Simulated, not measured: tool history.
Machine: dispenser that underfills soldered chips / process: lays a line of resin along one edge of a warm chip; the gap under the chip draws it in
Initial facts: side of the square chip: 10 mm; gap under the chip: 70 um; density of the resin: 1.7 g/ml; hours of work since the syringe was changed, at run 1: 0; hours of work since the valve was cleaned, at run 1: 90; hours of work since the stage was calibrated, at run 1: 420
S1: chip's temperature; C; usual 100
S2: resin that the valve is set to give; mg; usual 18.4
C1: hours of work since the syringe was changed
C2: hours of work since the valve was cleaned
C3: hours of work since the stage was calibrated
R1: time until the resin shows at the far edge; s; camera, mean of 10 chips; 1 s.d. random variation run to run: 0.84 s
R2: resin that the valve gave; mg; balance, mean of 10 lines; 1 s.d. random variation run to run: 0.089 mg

run,day,S1,S2,C1,C2,C3,R1,R2
1,0,100,18.4,0,90,420,92.1,16.73
2,0.25,100,18.4,4,94,424,107.7,16.6
# day 0.467: new syringe of resin
3,0.558,100,18.4,2,99,429,95.4,16.6
# day 0.962: new syringe of resin
4,1.021,97,18.4,1,106,437,105.9,16.4
# day 1.45: new syringe of resin
5,1.467,97,18.4,0,114,444,99.8,16.37
6,1.875,108,23.1,7,121,451,84.2,20.42
# day 1.938: new syringe of resin
7,2.171,96,18.8,4,125,456,124.6,16.35
# day 2.404: new syringe of resin
# day 2.671: dispensing valve cleaned and set on the balance
8,2.758,109,19.7,5,1,465,78.1,19.45
# day 2.908: new syringe of resin
# day 3.125: stage's temperature calibrated
9,3.392,109,19.7,7,11,5,74.5,19.51
# day 3.462: new syringe of resin
10,3.783,109,19.7,5,18,11,69,19.28

What if the next run were any one of these 3? Each begins from the tool's condition after run 10:
# day 3.95: new syringe of resin
A,4.092,94,21.9,2,23,16,?,?
# day 3.95: new syringe of resin
B,4.092,92,22.5,2,23,16,?,?
# day 3.95: new syringe of resin
C,4.092,89,22.5,2,23,16,?,?

run,R1,R2
A,102.2,21.42
B,110.2,21.94
C,126.2,21.95
Take away the tool's hidden state, keep each run's random variation, and the runs would have read:
run,R1,R2
A,94.6,21.96
B,102.1,22.49
C,117,22.5
